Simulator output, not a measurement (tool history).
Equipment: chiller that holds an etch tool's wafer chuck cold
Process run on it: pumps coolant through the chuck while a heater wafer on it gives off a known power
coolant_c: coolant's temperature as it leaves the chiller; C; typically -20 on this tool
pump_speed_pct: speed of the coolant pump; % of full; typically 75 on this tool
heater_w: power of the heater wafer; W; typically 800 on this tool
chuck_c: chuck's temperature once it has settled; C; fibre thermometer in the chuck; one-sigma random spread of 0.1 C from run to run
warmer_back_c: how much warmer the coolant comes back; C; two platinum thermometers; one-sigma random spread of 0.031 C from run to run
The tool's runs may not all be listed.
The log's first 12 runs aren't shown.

run 13 hour=1206 | coolant_c=-26 pump_speed_pct=75 heater_w=800 | chuck_c=-21.1 warmer_back_c=1.95
-- hour=1236.9 chiller's thermometer calibrated
run 14 hour=1301.8 | coolant_c=-26 pump_speed_pct=75 heater_w=800 | chuck_c=-21.1 warmer_back_c=1.9
run 15 hour=1402.3 | coolant_c=-20 pump_speed_pct=83 heater_w=800 | chuck_c=-15.3 warmer_back_c=1.72
run 16 hour=1463.9 | coolant_c=-20 pump_speed_pct=95 heater_w=800 | chuck_c=-15.9 warmer_back_c=1.53
run 17 hour=1527.9 | coolant_c=-20 pump_speed_pct=95 heater_w=973 | chuck_c=-14.8 warmer_back_c=1.88
run 18 hour=1618.7 | coolant_c=-20 pump_speed_pct=95 heater_w=973 | chuck_c=-14.6 warmer_back_c=1.89
run 19 hour=1670 | coolant_c=-27 pump_speed_pct=99 heater_w=800 | chuck_c=-22.9 warmer_back_c=1.45
run 20 hour=1749.6 | coolant_c=-27 pump_speed_pct=99 heater_w=609 | chuck_c=-23.9 warmer_back_c=1.2
run 21 hour=1806.7 | coolant_c=-12 pump_speed_pct=63 heater_w=435 | chuck_c=-9.2 warmer_back_c=1.27
run 22 hour=1874.3 | coolant_c=-20 pump_speed_pct=63 heater_w=435 | chuck_c=-17.2 warmer_back_c=1.27
run 23 hour=1975.1 | coolant_c=-20 pump_speed_pct=84 heater_w=500 | chuck_c=-17 warmer_back_c=1.12
run 24 hour=2067.9 | coolant_c=-20 pump_speed_pct=84 heater_w=500 | chuck_c=-16.9 warmer_back_c=1.1
run 25 hour=2185.5 | coolant_c=-20 pump_speed_pct=84 heater_w=500 | chuck_c=-17.1 warmer_back_c=1.08
run 26 hour=2309.4 | coolant_c=-18 pump_speed_pct=75 heater_w=1094 | chuck_c=-11.4 warmer_back_c=2.7
run 27 hour=2381.1 | coolant_c=-17 pump_speed_pct=75 heater_w=699 | chuck_c=-12.7 warmer_back_c=1.75
run 28 hour=2464.4 | coolant_c=-15 pump_speed_pct=71 heater_w=449 | chuck_c=-12.2 warmer_back_c=1.17
run 29 hour=2525.5 | coolant_c=-15 pump_speed_pct=71 heater_w=449 | chuck_c=-12 warmer_back_c=1.11
run 30 hour=2635.9 | coolant_c=-10 pump_speed_pct=98 heater_w=645 | chuck_c=-6.3 warmer_back_c=1.2
run 31 hour=2701 | coolant_c=-23 pump_speed_pct=80 heater_w=883 | chuck_c=-17.7 warmer_back_c=2.06

Consider 3 possible next runs. They are alternatives, not a sequence: every one starts from the tool as it was left by run 31. What does each give?
run A hour=2778.5 | coolant_c=-21 pump_speed_pct=68 heater_w=530 | chuck_c=? warmer_back_c=?
run B hour=2778.5 | coolant_c=-12 pump_speed_pct=60 heater_w=750 | chuck_c=? warmer_back_c=?
run C hour=2778.5 | coolant_c=-27 pump_speed_pct=71 heater_w=864 | chuck_c=? warmer_back_c=?

run=A chuck_c=-17.5 warmer_back_c=1.52
run=B chuck_c=-6.8 warmer_back_c=2.27
run=C chuck_c=-21.5 warmer_back_c=2.16
Stripped of hidden state, with their random variation kept, the same runs would have yielded:
run=A chuck_c=-17.5 warmer_back_c=1.51
run=B chuck_c=-6.8 warmer_back_c=2.27
run=C chuck_c=-21.6 warmer_back_c=2.16
